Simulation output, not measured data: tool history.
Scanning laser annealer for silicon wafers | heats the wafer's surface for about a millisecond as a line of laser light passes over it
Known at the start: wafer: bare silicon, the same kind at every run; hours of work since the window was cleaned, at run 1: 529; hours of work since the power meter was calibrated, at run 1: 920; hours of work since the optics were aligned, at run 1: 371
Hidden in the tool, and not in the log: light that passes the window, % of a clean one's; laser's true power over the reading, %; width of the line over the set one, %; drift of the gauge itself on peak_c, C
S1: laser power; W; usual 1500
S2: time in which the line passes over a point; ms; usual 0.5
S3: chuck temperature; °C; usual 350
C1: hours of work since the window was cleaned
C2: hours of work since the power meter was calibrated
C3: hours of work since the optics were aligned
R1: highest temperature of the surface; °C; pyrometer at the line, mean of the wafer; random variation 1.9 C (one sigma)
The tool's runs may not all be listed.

Run 1, day 0: usual settings; C1 529; C2 920; C3 371. Result: R1 1072 °C.
Run 2, day 1.917: usual settings; C1 559; C2 950; C3 401. Result: R1 1072 °C.
At day 2.267: window over the wafer cleaned.
Run 3, day 3.746: usual settings; C1 23; C2 977; C3 429. Result: R1 1106 °C.
Run 4, day 5.171: usual settings; C1 46; C2 1000; C3 452. Result: R1 1112 °C.
Run 5, day 6.892: usual settings; C1 73; C2 1027; C3 479. Result: R1 1106 °C.
Run 6, day 8.946: usual settings; C1 106; C2 1060; C3 511. Result: R1 1102 °C.
Run 7, day 10.588: usual settings; C1 132; C2 1086; C3 537. Result: R1 1100 °C.
Run 8, day 12.792: usual settings but S2 0.603 ms; C1 167; C2 1121; C3 572. Result: R1 1172 °C.
Run 9, day 14.121: usual settings but S1 1397 W; C1 188; C2 1142; C3 593. Result: R1 1035 °C.
Run 10, day 15.483: usual settings; C1 209; C2 1163; C3 615. Result: R1 1093 °C.
Run 11, day 16.738: usual settings but S2 0.599 ms; C1 229; C2 1183; C3 635. Result: R1 1165 °C.
Run 12, day 18.479: usual settings but S2 0.599 ms; C1 257; C2 1211; C3 662. Result: R1 1163 °C.
Run 13, day 20.329: usual settings but S2 0.599 ms; C1 286; C2 1240; C3 691. Result: R1 1160 °C.
Run 14, day 21.571: usual settings but S2 0.583 ms; C1 306; C2 1260; C3 711. Result: R1 1143 °C.
Run 15, day 23.45: usual settings; C1 335; C2 1289; C3 741. Result: R1 1084 °C.
Run 16, day 25.229: usual settings; C1 363; C2 1317; C3 769. Result: R1 1079 °C.
Run 17, day 27.4: usual settings; C1 398; C2 1352; C3 803. Result: R1 1076 °C.
Run 18, day 29.333: usual settings; C1 428; C2 1382; C3 834. Result: R1 1074 °C.
Run 19, day 31.004: usual settings; C1 455; C2 1409; C3 860. Result: R1 1071 °C.
Run 20, day 32.25: usual settings but S3 388 °C; C1 475; C2 1429; C3 880. Result: R1 1107 °C.
Run 21, day 34.167: usual settings but S3 388 °C; C1 505; C2 1459; C3 910. Result: R1 1104 °C.
At day 35.133: optics aligned, line set to its width.
Run 22, day 36.558: usual settings but S3 388 °C; C1 539; C2 1494; C3 23. Result: R1 1118 °C.
Run 23, day 37.704: usual settings but S2 0.532 ms, S3 388 °C; C1 558; C2 1512; C3 41. Result: R1 1140 °C.
At day 38.142: window over the wafer cleaned.
Run 24, day 39.404: usual settings but S1 1395 W, S2 0.441 ms, S3 343 °C; C1 20; C2 1537; C3 66. Result: R1 1005 °C.
Run 25, day 40.821: usual settings but S1 1512 W, S2 0.39 ms, S3 332 °C; C1 42; C2 1560; C3 89. Result: R1 1010 °C.
Run 26, day 42.296: usual settings but S1 1309 W, S2 0.506 ms; C1 66; C2 1583; C3 112. Result: R1 1003 °C.
Run 27, day 43.833: usual settings but S1 1309 W, S2 0.506 ms; C1 90; C2 1607; C3 136. Result: R1 1004 °C.
Run 28, day 46.025: usual settings but S1 1309 W, S2 0.506 ms; C1 125; C2 1642; C3 171. Result: R1 1004 °C.
Run 29, day 47.525: usual settings but S1 1309 W, S2 0.506 ms; C1 148; C2 1666; C3 195. Result: R1 1000 °C.
Run 30, day 48.988: usual settings but S1 1581 W, S2 0.498 ms; C1 172; C2 1689; C3 218. Result: R1 1147 °C.
Run 31, day 51.146: usual settings but S1 1581 W, S2 0.498 ms; C1 206; C2 1723; C3 252. Result: R1 1145 °C.
Run 32, day 53.092: usual settings but S1 1581 W, S2 0.498 ms; C1 237; C2 1754; C3 283. Result: R1 1137 °C.
Run 33, day 55.142: usual settings but S1 1332 W, S2 0.49 ms, S3 353 °C; C1 269; C2 1786; C3 315. Result: R1 997 °C.
Run 34, day 56.588: usual settings but S1 1286 W, S2 0.542 ms, S3 367 °C; C1 292; C2 1809; C3 338. Result: R1 1015 °C.
Run 35, day 57.6: usual settings but S1 1286 W, S2 0.542 ms, S3 367 °C; C1 308; C2 1825; C3 354. Result: R1 1014 °C.
Run 36, day 59.138: usual settings but S2 0.452 ms; C1 332; C2 1849; C3 379. Result: R1 1049 °C.
Run 37, day 60.962: usual settings but S2 0.452 ms, S3 335 °C; C1 361; C2 1878; C3 407. Result: R1 1035 °C.
Run 38, day 63.088: usual settings but S2 0.452 ms, S3 335 °C; C1 395; C2 1912; C3 441. Result: R1 1033 °C.
Run 39, day 64.725: usual settings but S2 0.452 ms, S3 335 °C; C1 421; C2 1938; C3 467. Result: R1 1030 °C.
Run 40, day 65.667: usual settings but S2 0.452 ms, S3 335 °C; C1 436; C2 1953; C3 482. Result: R1 1025 °C.
Run 41, day 67.65: usual settings but S2 0.452 ms, S3 326 °C; C1 467; C2 1984; C3 513. Result: R1 1014 °C.
Run 42, day 68.896: usual settings but S2 0.58 ms; C1 487; C2 2004; C3 533. Result: R1 1131 °C.

3 ways to go on from here, each from the tool as it stands after run 42. What would each give?
Run A, day 70.492: usual settings but S1 1364 W, S2 0.58 ms; C1 512; C2 2029; C3 558. Result: R1 ?.
Run B, day 70.492: usual settings but S1 1479 W, S2 0.58 ms, S3 338 °C; C1 512; C2 2029; C3 558. Result: R1 ?.
Run C, day 70.492: usual settings but S3 348 °C; C1 512; C2 2029; C3 558. Result: R1 ?.

run    R1
  A  1051
  B  1104
  C  1069
Without the tool's hidden state the same runs would have given:
run    R1
  A  1102
  B  1160
  C  1122
